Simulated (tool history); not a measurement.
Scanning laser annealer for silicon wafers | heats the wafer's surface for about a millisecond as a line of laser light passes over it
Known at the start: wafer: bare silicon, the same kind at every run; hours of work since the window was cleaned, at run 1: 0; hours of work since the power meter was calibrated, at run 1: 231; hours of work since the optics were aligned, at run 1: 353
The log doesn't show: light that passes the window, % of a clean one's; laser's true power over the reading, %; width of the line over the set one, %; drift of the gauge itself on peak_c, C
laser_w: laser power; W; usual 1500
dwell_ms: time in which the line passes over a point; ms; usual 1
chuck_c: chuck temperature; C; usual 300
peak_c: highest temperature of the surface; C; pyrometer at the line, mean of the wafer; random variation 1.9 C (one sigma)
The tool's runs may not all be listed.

run,hour,laser_w,dwell_ms,chuck_c,hours of work since the window was cleaned,hours of work since the power meter was calibrated,hours of work since the optics were aligned,peak_c
1,0,1500,1,300,0,231,353,1077
2,68.4,1500,1,300,40,270,393,1074
3,108.3,1500,1,321,63,293,416,1094
4,152.6,1427,1,300,88,319,442,1024
5,222.3,1500,1,300,129,360,482,1065
6,260.1,1500,1,300,151,381,504,1063
7,297.5,1500,0.7,300,172,403,526,942
8,349.1,1500,0.7,339,202,433,556,973
9,401.6,1500,1,300,233,463,586,1058
10,442.2,1500,1,268,256,487,610,1023
11,491.4,1500,1,268,285,515,638,1020
12,563.8,1500,1,268,327,557,680,1014
13,602.9,1500,1,268,349,580,703,1016
14,639.2,1500,1,268,370,601,724,1018
# hour 660.1: window over the wafer cleaned
15,671.9,1500,1,268,7,619,742,1035
16,737.5,1500,1,300,45,657,780,1065
17,788.7,1500,1,293,75,687,809,1053
18,822.5,1500,1,293,94,706,829,1051
19,890.1,1500,1,293,133,745,868,1051
20,959.5,1500,1,293,173,786,908,1044
21,1010.7,1500,1,300,203,815,938,1050
22,1063.1,1534,0.76,330,234,846,968,1001
23,1115.8,1412,1,330,264,876,999,1021
24,1168.8,1463,1.14,330,295,907,1029,1100
25,1240.3,1460,1.11,290,336,948,1071,1041
26,1290.7,1434,1,311,365,977,1100,1006
# hour 1316.6: window over the wafer cleaned
27,1347.9,1434,1,311,18,1009,1132,1031
28,1417.5,1434,1,311,58,1050,1172,1029
29,1449.3,1434,1,311,77,1068,1191,1025
30,1494,1349,0.72,300,103,1094,1217,863
31,1557,1349,0.72,300,139,1131,1253,860
# hour 1600.8: optics aligned, line set to its width
32,1609.2,1349,0.72,300,167,1158,5,869
33,1672.7,1500,0.75,300,203,1195,42,963
34,1739.4,1500,0.75,300,242,1233,80,960
35,1794.3,1500,0.75,300,274,1265,112,954
36,1852,1500,0.75,300,307,1299,146,955
37,1914.4,1620,0.9,295,343,1335,182,1078
# hour 1979.7: window over the wafer cleaned
38,1984.2,1577,1,300,3,1374,221,1123
39,2025.8,1594,1,307,27,1398,245,1142
40,2060.2,1285,0.77,284,47,1418,265,838
41,2092.2,1493,1.18,322,65,1437,284,1151

3 ways to go on from here, each from the tool as it stands after run 41. What would each give?
A,2143,1396,0.81,340,95,1466,313,?
B,2143,1500,1.03,300,95,1466,313,?
C,2143,1493,0.94,339,95,1466,313,?

run,peak_c
A,968
B,1076
C,1078
Without the tool's hidden state the same runs would have given:
run,peak_c
A,984
B,1096
C,1096
